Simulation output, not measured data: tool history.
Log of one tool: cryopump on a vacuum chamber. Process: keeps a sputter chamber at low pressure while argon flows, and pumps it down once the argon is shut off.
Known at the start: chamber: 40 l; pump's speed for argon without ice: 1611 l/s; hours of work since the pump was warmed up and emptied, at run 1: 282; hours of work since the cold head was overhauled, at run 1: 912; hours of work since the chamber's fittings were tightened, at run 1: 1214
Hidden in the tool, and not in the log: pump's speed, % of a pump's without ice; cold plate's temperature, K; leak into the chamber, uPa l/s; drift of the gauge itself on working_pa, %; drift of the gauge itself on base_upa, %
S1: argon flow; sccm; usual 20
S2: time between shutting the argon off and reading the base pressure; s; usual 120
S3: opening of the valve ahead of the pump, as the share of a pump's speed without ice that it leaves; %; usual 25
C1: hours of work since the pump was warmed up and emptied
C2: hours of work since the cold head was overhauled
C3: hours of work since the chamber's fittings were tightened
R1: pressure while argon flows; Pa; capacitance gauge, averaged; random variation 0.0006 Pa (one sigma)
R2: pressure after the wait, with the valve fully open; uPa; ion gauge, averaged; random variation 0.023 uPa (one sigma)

{"run": 1, "hour": 0.0, "S1": 20, "S2": 120, "S3": 25, "C1": 282, "C2": 912, "C3": 1214, "R1": 0.0874, "R2": 1.82}
{"run": 2, "hour": 51.3, "S1": 20, "S2": 120, "S3": 25, "C1": 311, "C2": 941, "C3": 1243, "R1": 0.0888, "R2": 1.78}
{"run": 3, "hour": 107.0, "S1": 23, "S2": 120, "S3": 25, "C1": 342, "C2": 972, "C3": 1275, "R1": 0.102, "R2": 1.89}
{"run": 4, "hour": 182.4, "S1": 23, "S2": 120, "S3": 25, "C1": 385, "C2": 1015, "C3": 1317, "R1": 0.1022, "R2": 1.93}
{"run": 5, "hour": 261.2, "S1": 20, "S2": 91, "S3": 25, "C1": 429, "C2": 1060, "C3": 1362, "R1": 0.0902, "R2": 2.18}
{"run": 6, "hour": 357.5, "S1": 20, "S2": 91, "S3": 25, "C1": 484, "C2": 1114, "C3": 1416, "R1": 0.0897, "R2": 2.35}
{"hour": 447.3, "done": "leaking fittings of the chamber tightened, without venting"}
{"run": 7, "hour": 454.8, "S1": 32, "S2": 120, "S3": 25, "C1": 538, "C2": 1168, "C3": 4, "R1": 0.1469, "R2": 0.94}
{"run": 8, "hour": 531.5, "S1": 32, "S2": 120, "S3": 25, "C1": 581, "C2": 1211, "C3": 48, "R1": 0.1472, "R2": 0.97}
{"hour": 544.6, "done": "pump warmed up, emptied and cooled again"}
{"run": 9, "hour": 596.3, "S1": 32, "S2": 120, "S3": 25, "C1": 29, "C2": 1245, "C3": 81, "R1": 0.1349, "R2": 0.92}
{"run": 10, "hour": 643.9, "S1": 32, "S2": 120, "S3": 25, "C1": 56, "C2": 1272, "C3": 108, "R1": 0.1369, "R2": 0.89}
{"run": 11, "hour": 698.6, "S1": 20, "S2": 120, "S3": 25, "C1": 87, "C2": 1303, "C3": 139, "R1": 0.0854, "R2": 0.98}
{"run": 12, "hour": 748.8, "S1": 20, "S2": 87, "S3": 25, "C1": 115, "C2": 1331, "C3": 168, "R1": 0.0862, "R2": 1.24}
{"run": 13, "hour": 835.6, "S1": 20, "S2": 87, "S3": 25, "C1": 165, "C2": 1380, "C3": 217, "R1": 0.0865, "R2": 1.25}
{"run": 14, "hour": 910.2, "S1": 18, "S2": 87, "S3": 25, "C1": 207, "C2": 1422, "C3": 259, "R1": 0.0782, "R2": 1.32}
{"run": 15, "hour": 976.3, "S1": 18, "S2": 87, "S3": 25, "C1": 244, "C2": 1460, "C3": 296, "R1": 0.0772, "R2": 1.22}
{"run": 16, "hour": 1033.6, "S1": 16, "S2": 120, "S3": 25, "C1": 276, "C2": 1492, "C3": 329, "R1": 0.0713, "R2": 1.11}
{"run": 17, "hour": 1091.7, "S1": 20, "S2": 110, "S3": 25, "C1": 309, "C2": 1525, "C3": 361, "R1": 0.0876, "R2": 1.21}
{"run": 18, "hour": 1186.5, "S1": 20, "S2": 110, "S3": 25, "C1": 363, "C2": 1579, "C3": 415, "R1": 0.0898, "R2": 1.23}
{"run": 19, "hour": 1227.9, "S1": 20, "S2": 120, "S3": 26, "C1": 386, "C2": 1602, "C3": 438, "R1": 0.0859, "R2": 1.28}
{"run": 20, "hour": 1279.3, "S1": 32, "S2": 29, "S3": 20, "C1": 415, "C2": 1631, "C3": 467, "R1": 0.1772, "R2": 3.19}
{"run": 21, "hour": 1332.3, "S1": 32, "S2": 51, "S3": 20, "C1": 445, "C2": 1661, "C3": 497, "R1": 0.177, "R2": 2.07}
{"run": 22, "hour": 1413.8, "S1": 17, "S2": 120, "S3": 25, "C1": 491, "C2": 1707, "C3": 544, "R1": 0.0783, "R2": 1.32}
{"run": 23, "hour": 1495.6, "S1": 20, "S2": 83, "S3": 25, "C1": 538, "C2": 1753, "C3": 590, "R1": 0.0904, "R2": 1.68}
{"hour": 1578.5, "done": "pump warmed up, emptied and cooled again"}
{"run": 24, "hour": 1584.1, "S1": 20, "S2": 222, "S3": 25, "C1": 3, "C2": 1801, "C3": 637, "R1": 0.0851, "R2": 0.93}
{"run": 25, "hour": 1634.5, "S1": 20, "S2": 82, "S3": 25, "C1": 32, "C2": 1829, "C3": 665, "R1": 0.0832, "R2": 1.56}
{"run": 26, "hour": 1675.2, "S1": 20, "S2": 39, "S3": 17, "C1": 55, "C2": 1852, "C3": 688, "R1": 0.1248, "R2": 2.58}
{"run": 27, "hour": 1729.4, "S1": 20, "S2": 39, "S3": 17, "C1": 85, "C2": 1883, "C3": 719, "R1": 0.1249, "R2": 2.58}
{"run": 28, "hour": 1789.6, "S1": 8, "S2": 29, "S3": 47, "C1": 119, "C2": 1917, "C3": 753, "R1": 0.0193, "R2": 3.33}
{"run": 29, "hour": 1850.6, "S1": 17, "S2": 69, "S3": 24, "C1": 154, "C2": 1951, "C3": 788, "R1": 0.0757, "R2": 1.81}
{"run": 30, "hour": 1895.3, "S1": 17, "S2": 69, "S3": 24, "C1": 179, "C2": 1976, "C3": 813, "R1": 0.0765, "R2": 1.95}
{"run": 31, "hour": 1990.4, "S1": 32, "S2": 234, "S3": 37, "C1": 233, "C2": 2030, "C3": 867, "R1": 0.0952, "R2": 1.18}
{"run": 32, "hour": 2048.1, "S1": 32, "S2": 234, "S3": 37, "C1": 265, "C2": 2063, "C3": 899, "R1": 0.0968, "R2": 1.16}
{"run": 33, "hour": 2090.8, "S1": 8, "S2": 120, "S3": 25, "C1": 290, "C2": 2087, "C3": 923, "R1": 0.0351, "R2": 1.56}

How the hidden state differs across the entries between the runs, from the last listed run before each to the first after it:
Between runs 6 and 7: leaking fittings of the chamber tightened, without venting (hour 447.3)
  pump's speed, % of a pump's without ice: 75.4 -> 73; cold plate's temperature, K: 12.38 -> 12.39; leak into the chamber, uPa l/s: 1767 -> 351
  measured less the result without the state, R1: +0.007 -> +0.0126 Pa; R2: +1.3 -> +0.11 uPa
Between runs 8 and 9: pump warmed up, emptied and cooled again (hour 544.6)
  pump's speed, % of a pump's without ice: 70.7 -> 98.3; cold plate's temperature, K: 12.4 -> 12.41; leak into the chamber, uPa l/s: 391 -> 422
  measured less the result without the state, R1: +0.0142 -> +0.0009 Pa; R2: +0.16 -> +0.09 uPa
Between runs 23 and 24: pump warmed up, emptied and cooled again (hour 1578.5)
  pump's speed, % of a pump's without ice: 73.2 -> 99.6; cold plate's temperature, K: 12.53 -> 12.54; leak into the chamber, uPa l/s: 902 -> 946
  measured less the result without the state, R1: +0.0079 -> +0.0003 Pa; R2: +0.59 -> +0.4 uPa
